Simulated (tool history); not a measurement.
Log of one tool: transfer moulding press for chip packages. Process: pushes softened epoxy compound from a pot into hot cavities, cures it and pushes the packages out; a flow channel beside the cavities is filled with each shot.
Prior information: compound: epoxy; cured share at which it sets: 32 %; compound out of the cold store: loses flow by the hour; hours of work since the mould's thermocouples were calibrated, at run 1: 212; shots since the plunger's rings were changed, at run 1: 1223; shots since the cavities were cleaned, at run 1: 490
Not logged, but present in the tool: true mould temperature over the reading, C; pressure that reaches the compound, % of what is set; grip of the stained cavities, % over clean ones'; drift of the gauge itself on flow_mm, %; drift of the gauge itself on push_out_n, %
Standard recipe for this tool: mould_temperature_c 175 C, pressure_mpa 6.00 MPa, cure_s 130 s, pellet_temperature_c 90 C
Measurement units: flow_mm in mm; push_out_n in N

run	hour	mould_temperature_c	pressure_mpa	cure_s	pellet_temperature_c	hours of work since the mould's thermocouples were calibrated	shots since the plunger's rings were changed	shots since the cavities were cleaned	incoming compound's hours out of the cold store	flow_mm	push_out_n
1	0.0	175	6.00	130	90	212	1223	490	31.4	805	480
2	14.7	175	6.00	130	90	220	1341	608	43.6	745	496
3	32.0	175	6.00	130	90	229	1480	747	14.4	901	533
# hour 42.9: cavities cleaned with cleaning compound and waxed
4	42.9	175	6.00	130	90	234	1555	0	18.1	865	364
5	55.9	175	6.00	130	90	241	1659	104	9.3	921	407
6	71.2	175	6.78	130	90	249	1782	227	38.9	809	424
7	82.0	175	6.78	130	90	255	1869	314	31.2	847	445
# hour 85.0: mould's thermocouples calibrated
8	101.2	175	6.00	130	87	9	2007	452	47.1	722	445
9	116.0	175	4.67	130	87	17	2125	570	32.0	696	468
10	124.3	175	4.67	130	87	21	2192	637	13.4	783	487
11	134.6	175	6.62	130	90	27	2275	720	34.4	817	495
# hour 140.5: mould's thermocouples calibrated, once more
# hour 150.9: cavities cleaned with cleaning compound and waxed
12	150.9	175	6.62	130	90	5	2378	0	39.9	791	333
13	158.9	178	5.86	111	84	9	2442	64	9.2	890	419
14	174.8	175	5.01	144	90	18	2570	192	10.6	830	396
15	193.0	168	5.01	113	90	27	2715	337	20.8	803	993
16	204.8	168	5.01	113	90	34	2810	432	8.4	872	1098
17	212.9	168	5.01	113	90	38	2875	497	42.2	702	936
18	223.6	168	5.01	113	90	44	2961	583	12.8	844	1141
19	231.4	175	6.00	130	93	48	3023	645	8.9	917	520
20	246.9	179	5.99	130	90	56	3148	770	34.9	760	458
# hour 255.4: cavities cleaned with cleaning compound and waxed
21	258.5	173	6.00	135	90	62	3229	25	33.2	785	366
22	276.6	175	6.00	130	90	71	3374	170	32.9	784	410

Here are 5 independent what-if runs from the current tool condition. What would each one return?
A	290.2	175	6.79	140	81	79	3483	279	45.4	?	?
B	290.2	175	4.90	152	90	79	3483	279	11.7	?	?
C	290.2	175	6.00	157	81	79	3483	279	19.8	?	?
D	290.2	169	6.00	130	90	79	3483	279	13.6	?	?
E	290.2	175	6.00	127	90	79	3483	279	38.2	?	?

run	flow_mm	push_out_n
A	773	401
B	811	383
C	844	394
D	910	683
E	753	442
With no hidden state in the tool, these same runs would have given:
run	flow_mm	push_out_n
A	801	317
B	840	301
C	875	310
D	943	554
E	780	352
